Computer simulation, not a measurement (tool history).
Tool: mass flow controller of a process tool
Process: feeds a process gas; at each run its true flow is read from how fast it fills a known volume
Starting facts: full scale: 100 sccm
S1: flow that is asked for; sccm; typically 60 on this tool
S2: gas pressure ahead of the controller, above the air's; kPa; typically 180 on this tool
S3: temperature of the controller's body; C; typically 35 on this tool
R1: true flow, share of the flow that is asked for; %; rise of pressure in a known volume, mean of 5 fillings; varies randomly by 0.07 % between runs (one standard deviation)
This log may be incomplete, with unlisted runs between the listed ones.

run 1 hour=0 | S1=60 S2=180 S3=35 | R1=98.62
run 2 hour=366.2 | S1=60 S2=180 S3=35 | R1=98.6
run 3 hour=690.6 | S1=60 S2=180 S3=35 | R1=98.65
run 4 hour=1145.1 | S1=60 S2=155 S3=35 | R1=98.38
run 5 hour=1380.5 | S1=60 S2=155 S3=35 | R1=98.45
run 6 hour=1631.5 | S1=60 S2=180 S3=35 | R1=98.57
run 7 hour=2076.9 | S1=60 S2=177 S3=35 | R1=98.56
run 8 hour=2469.4 | S1=60 S2=177 S3=35 | R1=98.44
run 9 hour=2714 | S1=60 S2=177 S3=35 | R1=98.49
run 10 hour=2943.5 | S1=60 S2=180 S3=35 | R1=98.54
run 11 hour=3274.6 | S1=60 S2=180 S3=35 | R1=98.49
-- hour=3305.3 controller's zero set anew
run 12 hour=3552.6 | S1=60 S2=180 S3=35 | R1=98.11
run 13 hour=3885.8 | S1=98 S2=180 S3=35 | R1=99.36
run 14 hour=4098.9 | S1=27 S2=180 S3=31 | R1=96.35
run 15 hour=4303.8 | S1=21 S2=180 S3=20 | R1=95.95
run 16 hour=4614.8 | S1=21 S2=180 S3=20 | R1=95.78
run 17 hour=4838.4 | S1=21 S2=180 S3=20 | R1=96.03
-- hour=5168.7 controller's zero set anew, once more
run 18 hour=5282.5 | S1=92 S2=147 S3=36 | R1=99.86

Run 19, settings as shown, results not yet in. Your forecast:
run 19 hour=5514.8 | S1=20 S2=181 S3=35 | R1=?

{"run 19": {"R1": 98.8}}
On a tool with no hidden condition, and with the same random variation, this run would have come out at R1 98 %.
